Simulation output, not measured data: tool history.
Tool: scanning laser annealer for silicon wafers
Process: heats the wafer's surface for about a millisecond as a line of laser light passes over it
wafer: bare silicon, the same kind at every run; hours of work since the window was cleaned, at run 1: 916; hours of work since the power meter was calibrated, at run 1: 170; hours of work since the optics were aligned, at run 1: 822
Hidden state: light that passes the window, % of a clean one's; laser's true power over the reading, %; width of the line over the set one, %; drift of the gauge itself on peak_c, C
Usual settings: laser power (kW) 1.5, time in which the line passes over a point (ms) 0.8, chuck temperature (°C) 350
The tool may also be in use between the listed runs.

run,hour,laser power (kW),time in which the line passes over a point (ms),chuck temperature (°C),hours of work since the window was cleaned,hours of work since the power meter was calibrated,hours of work since the optics were aligned,highest temperature of the surface (°C)
1,0,1.5,0.8,350,916,170,822,1166
2,26.2,1.5,0.8,350,934,188,840,1165
3,57,1.5,0.8,350,955,209,861,1165
# hour 72.8: window over the wafer cleaned
4,77.7,1.5,0.8,350,3,221,874,1179
5,109.7,1.5,0.8,350,25,243,895,1178
6,142.4,1.5,0.623,350,47,265,917,1064
7,170.3,1.5,0.623,350,66,284,936,1064
8,186.5,1.376,0.8,350,77,295,947,1101
9,204.3,1.5,0.87,350,89,307,959,1222
10,221.3,1.358,0.87,350,101,319,971,1126
11,255.8,1.5,0.8,350,124,342,994,1177
# hour 262: laser's power meter calibrated
12,293.2,1.54,0.8,350,148,21,1018,1202
13,325.7,1.54,0.8,350,170,43,1040,1204
14,351.1,1.5,0.8,350,187,60,1057,1174
15,365.8,1.5,0.8,344,197,70,1067,1170
16,384,1.5,0.8,344,209,83,1079,1172
17,410.4,1.5,0.776,344,227,101,1097,1155
# hour 422.8: laser's power meter calibrated, once more
18,435.9,1.5,0.776,344,242,9,1113,1153
19,450.3,1.5,0.776,344,252,19,1122,1152
20,480.9,1.5,0.8,350,273,39,1143,1176
21,499.7,1.5,0.8,350,286,52,1156,1173
22,527.1,1.5,0.8,380,304,71,1175,1203
23,548.8,1.372,0.8,380,319,85,1189,1121
24,573,1.372,0.8,380,335,102,1206,1123
25,591.6,1.372,0.8,380,348,115,1218,1121
26,625.8,1.372,0.8,380,371,138,1242,1119
27,659,1.506,0.586,348,394,160,1264,1034
28,685.5,1.5,0.8,311,412,178,1282,1130
29,707,1.5,0.8,353,426,193,1297,1174
30,723,1.5,0.794,353,437,204,1307,1170
31,755.7,1.294,0.758,379,459,226,1330,1049
32,781.3,1.5,0.8,383,477,243,1347,1202
33,801.5,1.515,0.643,376,491,257,1361,1105
34,815.5,1.581,0.8,350,500,267,1370,1221
35,840,1.581,0.8,350,517,283,1387,1221
36,872.7,1.578,0.631,340,539,305,1409,1098
37,897.9,1.521,0.662,350,556,322,1426,1092
38,928.9,1.521,0.662,350,577,344,1447,1092
39,947.5,1.521,0.662,350,590,356,1460,1090
40,967.7,1.515,0.57,344,603,370,1474,1019
41,994.1,1.515,0.763,362,621,388,1492,1166

Forecast each of these 4 alternatives for the next run:
A,1009.1,1.515,0.741,358,632,398,1502,?
B,1009.1,1.515,0.68,361,632,398,1502,?
C,1009.1,1.635,0.8,332,632,398,1502,?
D,1009.1,1.515,0.763,335,632,398,1502,?

run,highest temperature of the surface (°C)
A,1147
B,1112
C,1236
D,1140
Without the tool's hidden state the same runs would have given:
run,highest temperature of the surface (°C)
A,1169
B,1133
C,1261
D,1162
